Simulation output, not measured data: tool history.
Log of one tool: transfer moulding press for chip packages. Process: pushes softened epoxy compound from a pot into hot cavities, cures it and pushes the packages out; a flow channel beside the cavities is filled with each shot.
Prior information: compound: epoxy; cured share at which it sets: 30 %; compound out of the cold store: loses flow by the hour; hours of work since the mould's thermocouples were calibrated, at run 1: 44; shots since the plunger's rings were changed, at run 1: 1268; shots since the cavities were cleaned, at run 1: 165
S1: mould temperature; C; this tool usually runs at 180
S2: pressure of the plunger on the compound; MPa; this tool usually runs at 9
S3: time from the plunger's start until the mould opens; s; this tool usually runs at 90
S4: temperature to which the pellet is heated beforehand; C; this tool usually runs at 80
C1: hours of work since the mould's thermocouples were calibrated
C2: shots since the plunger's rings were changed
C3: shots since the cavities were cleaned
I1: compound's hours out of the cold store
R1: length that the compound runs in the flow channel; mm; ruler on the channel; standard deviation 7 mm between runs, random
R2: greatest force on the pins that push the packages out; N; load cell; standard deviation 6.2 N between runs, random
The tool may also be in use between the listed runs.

run 1 hour=0 | S1=180 S2=9 S3=90 S4=80 | C1=44 C2=1268 C3=165 | I1=36.5 | R1=797 R2=300
run 2 hour=8.9 | S1=180 S2=9 S3=90 S4=80 | C1=48 C2=1344 C3=241 | I1=30.7 | R1=796 R2=312
run 3 hour=19.2 | S1=180 S2=9 S3=90 S4=80 | C1=53 C2=1432 C3=329 | I1=44.6 | R1=783 R2=337
run 4 hour=28.9 | S1=180 S2=9 S3=90 S4=80 | C1=57 C2=1515 C3=412 | I1=37.8 | R1=794 R2=350
run 5 hour=37.8 | S1=180 S2=9 S3=90 S4=80 | C1=61 C2=1591 C3=488 | I1=16.6 | R1=819 R2=368
-- hour=45.1 cavities cleaned with cleaning compound and waxed
run 6 hour=55.3 | S1=180 S2=9 S3=90 S4=80 | C1=69 C2=1727 C3=86 | I1=24.7 | R1=820 R2=275
run 7 hour=72.2 | S1=180 S2=9 S3=90 S4=75 | C1=77 C2=1872 C3=231 | I1=42.4 | R1=767 R2=315
run 8 hour=89 | S1=180 S2=9 S3=90 S4=75 | C1=85 C2=2015 C3=374 | I1=37.5 | R1=782 R2=330
run 9 hour=98.5 | S1=180 S2=9 S3=90 S4=80 | C1=89 C2=2096 C3=455 | I1=24.2 | R1=811 R2=350
-- hour=109.1 cavities cleaned with cleaning compound and waxed
run 10 hour=110.9 | S1=180 S2=9 S3=90 S4=80 | C1=94 C2=2189 C3=15 | I1=45.5 | R1=748 R2=233
run 11 hour=121.3 | S1=180 S2=8.78 S3=90 S4=80 | C1=99 C2=2279 C3=105 | I1=15.9 | R1=821 R2=281
run 12 hour=141.6 | S1=180 S2=9 S3=90 S4=87 | C1=109 C2=2452 C3=278 | I1=41.9 | R1=758 R2=302
run 13 hour=150.7 | S1=172 S2=9 S3=90 S4=87 | C1=113 C2=2530 C3=356 | I1=43.9 | R1=770 R2=506
run 14 hour=159.4 | S1=172 S2=9 S3=90 S4=87 | C1=117 C2=2604 C3=430 | I1=10.2 | R1=851 R2=572
run 15 hour=169.6 | S1=180 S2=9 S3=93 S4=80 | C1=122 C2=2691 C3=517 | I1=22.1 | R1=800 R2=347
-- hour=173.8 cavities cleaned with cleaning compound and waxed
run 16 hour=188.6 | S1=180 S2=9 S3=93 S4=80 | C1=130 C2=2840 C3=126 | I1=21 | R1=814 R2=280
run 17 hour=200 | S1=181 S2=9 S3=90 S4=80 | C1=135 C2=2937 C3=223 | I1=18.2 | R1=822 R2=298
run 18 hour=215.5 | S1=180 S2=7.67 S3=90 S4=71 | C1=142 C2=3070 C3=356 | I1=42 | R1=697 R2=347
run 19 hour=229.2 | S1=180 S2=9 S3=93 S4=77 | C1=149 C2=3187 C3=473 | I1=41.8 | R1=758 R2=346
-- hour=237.9 cavities cleaned with cleaning compound and waxed
run 20 hour=239.6 | S1=180 S2=9 S3=93 S4=77 | C1=153 C2=3263 C3=15 | I1=34.7 | R1=762 R2=234
run 21 hour=252.3 | S1=180 S2=9 S3=108 S4=73 | C1=159 C2=3371 C3=123 | I1=15.3 | R1=808 R2=231
run 22 hour=267.8 | S1=180 S2=9 S3=108 S4=73 | C1=166 C2=3504 C3=256 | I1=25 | R1=787 R2=267
run 23 hour=288.4 | S1=188 S2=9.31 S3=78 S4=79 | C1=176 C2=3680 C3=432 | I1=33.1 | R1=779 R2=325
-- hour=302 cavities cleaned with cleaning compound and waxed
run 24 hour=307.6 | S1=188 S2=9.31 S3=78 S4=79 | C1=184 C2=3831 C3=48 | I1=30.2 | R1=769 R2=246
run 25 hour=322.7 | S1=188 S2=9.31 S3=78 S4=79 | C1=191 C2=3960 C3=177 | I1=38.5 | R1=743 R2=277
run 26 hour=339.8 | S1=186 S2=9 S3=90 S4=75 | C1=199 C2=4106 C3=323 | I1=38.5 | R1=747 R2=294
run 27 hour=358.6 | S1=180 S2=9 S3=96 S4=70 | C1=208 C2=4267 C3=484 | I1=12.6 | R1=802 R2=356
-- hour=365.8 cavities cleaned with cleaning compound and waxed
run 28 hour=376.7 | S1=180 S2=10.21 S3=127 S4=70 | C1=216 C2=4409 C3=94 | I1=41.4 | R1=780 R2=221

Measured result minus the same run's result without the hidden state. Both carry the same run-to-run variation, though not necessarily the same gauge scatter:
Unlogged tool condition in this case: true mould temperature over the reading, C; pressure that reaches the compound, % of what is set; grip of the stained cavities, % over clean ones'; drift of the gauge itself on flow_mm, %; drift of the gauge itself on push_out_n, %.
run=1 R1=-15 R2=+59
run=2 R1=-16 R2=+77
run=3 R1=-17 R2=+97
run=4 R1=-18 R2=+111
run=5 R1=-20 R2=+130
run=6 R1=-22 R2=+31
run=7 R1=-22 R2=+72
run=8 R1=-24 R2=+100
run=9 R1=-26 R2=+116
run=10 R1=-25 R2=+6
run=11 R1=-30 R2=+35
run=12 R1=-29 R2=+72
run=13 R1=-30 R2=+141
run=14 R1=-35 R2=+178
run=15 R1=-34 R2=+120
run=16 R1=-36 R2=+45
run=17 R1=-38 R2=+69
run=18 R1=-35 R2=+104
run=19 R1=-38 R2=+119
run=20 R1=-40 R2=+5
run=21 R1=-44 R2=+33
run=22 R1=-44 R2=+63
run=23 R1=-46 R2=+102
run=24 R1=-48 R2=+18
run=25 R1=-48 R2=+54
run=26 R1=-50 R2=+84
run=27 R1=-57 R2=+121
run=28 R1=-57 R2=+23

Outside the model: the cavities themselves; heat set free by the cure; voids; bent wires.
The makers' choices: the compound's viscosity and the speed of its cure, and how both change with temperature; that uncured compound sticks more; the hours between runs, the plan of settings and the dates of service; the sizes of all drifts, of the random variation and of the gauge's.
